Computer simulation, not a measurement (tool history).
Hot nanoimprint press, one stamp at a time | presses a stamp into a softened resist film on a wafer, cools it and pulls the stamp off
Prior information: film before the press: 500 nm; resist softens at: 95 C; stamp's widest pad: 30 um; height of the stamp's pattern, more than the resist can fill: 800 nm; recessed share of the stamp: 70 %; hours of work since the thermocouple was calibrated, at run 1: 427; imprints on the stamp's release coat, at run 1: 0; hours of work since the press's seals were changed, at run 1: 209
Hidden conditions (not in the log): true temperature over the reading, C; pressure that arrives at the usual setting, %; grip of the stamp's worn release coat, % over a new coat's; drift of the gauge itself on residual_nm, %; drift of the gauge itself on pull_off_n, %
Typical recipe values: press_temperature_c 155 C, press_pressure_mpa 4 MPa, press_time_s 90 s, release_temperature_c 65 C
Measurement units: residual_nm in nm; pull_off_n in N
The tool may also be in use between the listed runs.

| run | hour | press_temperature_c | press_pressure_mpa | press_time_s | release_temperature_c | hours of work since the thermocouple was calibrated | imprints on the stamp's release coat | hours of work since the press's seals were changed | residual_nm | pull_off_n |
|---|---|---|---|---|---|---|---|---|---|---|
| 1 | 0 | 155 | 4 | 90 | 65 | 427 | 0 | 209 | 217.3 | 238 |
| 2 | 78.4 | 155 | 4 | 47 | 65 | 466 | 286 | 247 | 281 | 269 |
| 3 | 143.3 | 161 | 4 | 90 | 65 | 498 | 522 | 279 | 146 | 276 |
| 4 | 198.6 | 155 | 4 | 90 | 65 | 525 | 724 | 307 | 225.5 | 286 |
|  | 277.7 | plate thermocouple calibrated |
| 5 | 281.3 | 155 | 4 | 90 | 65 | 2 | 1014 | 346 | 187.9 | 290 |
| 6 | 369.7 | 155 | 4 | 90 | 65 | 45 | 1336 | 389 | 186.5 | 294 |
| 7 | 417.6 | 155 | 4 | 90 | 65 | 69 | 1511 | 413 | 190.5 | 312 |
| 8 | 506.4 | 155 | 4 | 90 | 65 | 113 | 1835 | 457 | 193.9 | 315 |
| 9 | 591.2 | 155 | 4 | 90 | 65 | 154 | 2144 | 498 | 198.7 | 333 |
|  | 636.7 | stamp cleaned and given a new release coat |
| 10 | 671.5 | 164 | 4 | 90 | 65 | 191 | 127 | 535 | 102.8 | 246 |
| 11 | 740.3 | 164 | 4 | 90 | 65 | 225 | 377 | 569 | 104.4 | 251 |
| 12 | 810.6 | 164 | 4 | 90 | 65 | 259 | 633 | 603 | 106.6 | 258 |
| 13 | 871.3 | 164 | 4 | 90 | 68 | 289 | 854 | 633 | 108.8 | 265 |
| 14 | 933.6 | 164 | 4 | 90 | 68 | 320 | 1082 | 664 | 108.9 | 279 |
| 15 | 978.7 | 155 | 4 | 90 | 65 | 342 | 1246 | 686 | 211.9 | 290 |
| 16 | 1047.5 | 155 | 4 | 90 | 65 | 376 | 1496 | 720 | 212.8 | 310 |
| 17 | 1122.2 | 153 | 4 | 75 | 65 | 413 | 1769 | 757 | 265.5 | 332 |
| 18 | 1158.4 | 164 | 4 | 75 | 65 | 430 | 1900 | 774 | 123.7 | 326 |
|  | 1223.2 | press's hydraulic seals changed and the load cell set to zero |
| 19 | 1228 | 155 | 4 | 90 | 58 | 461 | 2125 | 2 | 214.8 | 378 |
|  | 1276.7 | stamp cleaned and given a new release coat |
| 20 | 1321.6 | 155 | 4 | 90 | 59 | 504 | 163 | 45 | 218 | 276 |
| 21 | 1409.7 | 155 | 4.52 | 90 | 62 | 547 | 484 | 89 | 209.2 | 271 |
|  | 1446.6 | plate thermocouple calibrated |
| 22 | 1453.1 | 163 | 4.52 | 153 | 62 | 3 | 632 | 109 | 76.1 | 276 |
| 23 | 1514.2 | 155 | 2.54 | 176 | 63 | 33 | 854 | 139 | 170.5 | 278 |
| 24 | 1592.5 | 158 | 4 | 58 | 65 | 72 | 1139 | 177 | 184.1 | 286 |
| 25 | 1638.9 | 158 | 4 | 58 | 65 | 95 | 1309 | 200 | 186.9 | 297 |
| 26 | 1693.9 | 158 | 4 | 58 | 65 | 122 | 1509 | 227 | 184.6 | 302 |
| 27 | 1751.2 | 155 | 4 | 90 | 55 | 150 | 1718 | 255 | 193.5 | 369 |
| 28 | 1816.8 | 155 | 4 | 90 | 55 | 182 | 1957 | 288 | 199.8 | 382 |
| 29 | 1881.5 | 155 | 4 | 90 | 55 | 214 | 2192 | 320 | 200.5 | 406 |

Forecast each of these 3 alternatives for the next run:
|  | 1911.8 | stamp cleaned and given a new release coat |
| A | 1942.2 | 155 | 4 | 100 | 65 | 241 | 111 | 346 | ? | ? |
|  | 1911.8 | stamp cleaned and given a new release coat |
| B | 1942.2 | 155 | 4 | 112 | 65 | 241 | 111 | 346 | ? | ? |
|  | 1911.8 | stamp cleaned and given a new release coat |
| C | 1942.2 | 165 | 4 | 90 | 65 | 241 | 111 | 346 | ? | ? |

| run | residual_nm | pull_off_n |
|---|---|---|
| A | 189.6 | 249 |
| B | 183.1 | 239 |
| C | 97.3 | 244 |
Without the tool's unlogged condition, the same runs would have read:
| run | residual_nm | pull_off_n |
|---|---|---|
| A | 174.7 | 240 |
| B | 168.5 | 230 |
| C | 89.7 | 235 |
